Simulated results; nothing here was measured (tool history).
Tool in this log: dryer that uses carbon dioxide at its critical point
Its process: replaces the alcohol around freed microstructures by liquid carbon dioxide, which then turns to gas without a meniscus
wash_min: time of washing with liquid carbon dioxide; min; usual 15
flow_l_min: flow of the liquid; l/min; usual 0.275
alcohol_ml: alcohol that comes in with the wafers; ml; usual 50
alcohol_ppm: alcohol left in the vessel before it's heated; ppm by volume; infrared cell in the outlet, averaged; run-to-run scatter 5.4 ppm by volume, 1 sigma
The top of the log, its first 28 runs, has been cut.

run   hour  wash_min  flow_l_min  alcohol_ml  alcohol_ppm
 29  479.2        10       0.424          27          196
 30  493.4        10       0.242          27         1536
 31  511.8        16       0.399          89          111
 32  522.8        16       0.399          89          120
 33  535.9        20       0.211          55          318
 34    557        20       0.211          55          320
 35    568        20       0.211          55          335
 36  589.3        15       0.275          50          342
 37  600.4        15       0.462          50          112
 38    611        22       0.299          24          106
     614.2  -- inlet filter changed
 39  633.3        22       0.299          24          125

3 ways to go on from here, each from the tool as it stands after run 39. What would each give?
  A  643.8        15        0.17          90            ?
  B  643.8         9       0.299          24            ?
  C  643.8        15       0.194          69            ?

run  alcohol_ppm
  A         3198
  B          740
  C         1421
Had the tool no hidden state, the same runs would have come out as:
run  alcohol_ppm
  A         3032
  B          614
  C         1283
